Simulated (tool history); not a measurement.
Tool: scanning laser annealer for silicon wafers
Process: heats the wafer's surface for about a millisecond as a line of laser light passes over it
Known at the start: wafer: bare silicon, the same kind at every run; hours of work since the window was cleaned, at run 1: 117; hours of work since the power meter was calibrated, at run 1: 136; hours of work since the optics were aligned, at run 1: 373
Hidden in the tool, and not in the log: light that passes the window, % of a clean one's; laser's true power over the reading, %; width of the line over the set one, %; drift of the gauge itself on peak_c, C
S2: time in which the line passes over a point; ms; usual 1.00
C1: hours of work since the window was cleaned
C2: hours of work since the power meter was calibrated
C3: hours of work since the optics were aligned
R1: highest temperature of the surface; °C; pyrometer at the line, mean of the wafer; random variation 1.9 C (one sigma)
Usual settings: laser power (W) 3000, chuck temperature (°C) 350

{"run": 1, "hour": 0.0, "laser power (W)": 3000, "S2": 1.0, "chuck temperature (°C)": 350, "C1": 117, "C2": 136, "C3": 373, "R1": 1125}
{"run": 2, "hour": 21.1, "laser power (W)": 2774, "S2": 1.0, "chuck temperature (°C)": 350, "C1": 133, "C2": 152, "C3": 389, "R1": 1070}
{"run": 3, "hour": 37.6, "laser power (W)": 3000, "S2": 1.0, "chuck temperature (°C)": 350, "C1": 145, "C2": 164, "C3": 401, "R1": 1123}
{"run": 4, "hour": 55.0, "laser power (W)": 3000, "S2": 1.0, "chuck temperature (°C)": 350, "C1": 158, "C2": 177, "C3": 414, "R1": 1118}
{"run": 5, "hour": 75.2, "laser power (W)": 3000, "S2": 1.0, "chuck temperature (°C)": 354, "C1": 173, "C2": 192, "C3": 429, "R1": 1124}
{"run": 6, "hour": 96.2, "laser power (W)": 3000, "S2": 1.0, "chuck temperature (°C)": 354, "C1": 188, "C2": 207, "C3": 444, "R1": 1124}
{"run": 7, "hour": 110.7, "laser power (W)": 3000, "S2": 1.0, "chuck temperature (°C)": 354, "C1": 199, "C2": 218, "C3": 455, "R1": 1125}
{"run": 8, "hour": 127.0, "laser power (W)": 2729, "S2": 1.0, "chuck temperature (°C)": 350, "C1": 211, "C2": 230, "C3": 467, "R1": 1054}
{"run": 9, "hour": 146.7, "laser power (W)": 2729, "S2": 1.0, "chuck temperature (°C)": 350, "C1": 226, "C2": 245, "C3": 482, "R1": 1054}
{"run": 10, "hour": 163.9, "laser power (W)": 2729, "S2": 1.0, "chuck temperature (°C)": 350, "C1": 238, "C2": 257, "C3": 495, "R1": 1054}
{"run": 11, "hour": 176.4, "laser power (W)": 2729, "S2": 1.0, "chuck temperature (°C)": 350, "C1": 248, "C2": 267, "C3": 504, "R1": 1054}
{"run": 12, "hour": 185.9, "laser power (W)": 2729, "S2": 1.0, "chuck temperature (°C)": 350, "C1": 255, "C2": 274, "C3": 511, "R1": 1055}
{"run": 13, "hour": 195.5, "laser power (W)": 2729, "S2": 1.0, "chuck temperature (°C)": 350, "C1": 262, "C2": 281, "C3": 518, "R1": 1054}
{"run": 14, "hour": 214.2, "laser power (W)": 2729, "S2": 1.01, "chuck temperature (°C)": 387, "C1": 276, "C2": 294, "C3": 532, "R1": 1092}
{"run": 15, "hour": 233.5, "laser power (W)": 3282, "S2": 1.0, "chuck temperature (°C)": 366, "C1": 290, "C2": 309, "C3": 546, "R1": 1196}
{"run": 16, "hour": 255.3, "laser power (W)": 3104, "S2": 1.17, "chuck temperature (°C)": 372, "C1": 306, "C2": 325, "C3": 562, "R1": 1223}
{"run": 17, "hour": 277.1, "laser power (W)": 3000, "S2": 0.77, "chuck temperature (°C)": 350, "C1": 322, "C2": 341, "C3": 578, "R1": 1020}
{"run": 18, "hour": 295.4, "laser power (W)": 3285, "S2": 1.11, "chuck temperature (°C)": 316, "C1": 336, "C2": 355, "C3": 592, "R1": 1189}
{"run": 19, "hour": 317.0, "laser power (W)": 3285, "S2": 1.11, "chuck temperature (°C)": 316, "C1": 352, "C2": 370, "C3": 608, "R1": 1190}
{"run": 20, "hour": 332.2, "laser power (W)": 2899, "S2": 1.0, "chuck temperature (°C)": 323, "C1": 363, "C2": 382, "C3": 619, "R1": 1065}
{"run": 21, "hour": 345.6, "laser power (W)": 3237, "S2": 1.25, "chuck temperature (°C)": 376, "C1": 373, "C2": 392, "C3": 629, "R1": 1288}
{"run": 22, "hour": 365.8, "laser power (W)": 3120, "S2": 0.72, "chuck temperature (°C)": 352, "C1": 388, "C2": 407, "C3": 644, "R1": 1023}
{"run": 23, "hour": 380.5, "laser power (W)": 3120, "S2": 0.72, "chuck temperature (°C)": 352, "C1": 399, "C2": 417, "C3": 655, "R1": 1022}

4 ways to go on from here, each from the tool as it stands after run 23. What would each give?
{"run": "A", "hour": 396.8, "laser power (W)": 3217, "S2": 0.92, "chuck temperature (°C)": 343, "C1": 411, "C2": 430, "C3": 667, "R1": "?"}
{"run": "B", "hour": 396.8, "laser power (W)": 3000, "S2": 1.15, "chuck temperature (°C)": 350, "C1": 411, "C2": 430, "C3": 667, "R1": "?"}
{"run": "C", "hour": 396.8, "laser power (W)": 2753, "S2": 0.96, "chuck temperature (°C)": 370, "C1": 411, "C2": 430, "C3": 667, "R1": "?"}
{"run": "D", "hour": 396.8, "laser power (W)": 3228, "S2": 0.86, "chuck temperature (°C)": 356, "C1": 411, "C2": 430, "C3": 667, "R1": "?"}

run=A R1=1118
run=B R1=1164
run=C R1=1058
run=D R1=1115
Without the tool's hidden state the same runs would have given:
run=A R1=1139
run=B R1=1186
run=C R1=1077
run=D R1=1135

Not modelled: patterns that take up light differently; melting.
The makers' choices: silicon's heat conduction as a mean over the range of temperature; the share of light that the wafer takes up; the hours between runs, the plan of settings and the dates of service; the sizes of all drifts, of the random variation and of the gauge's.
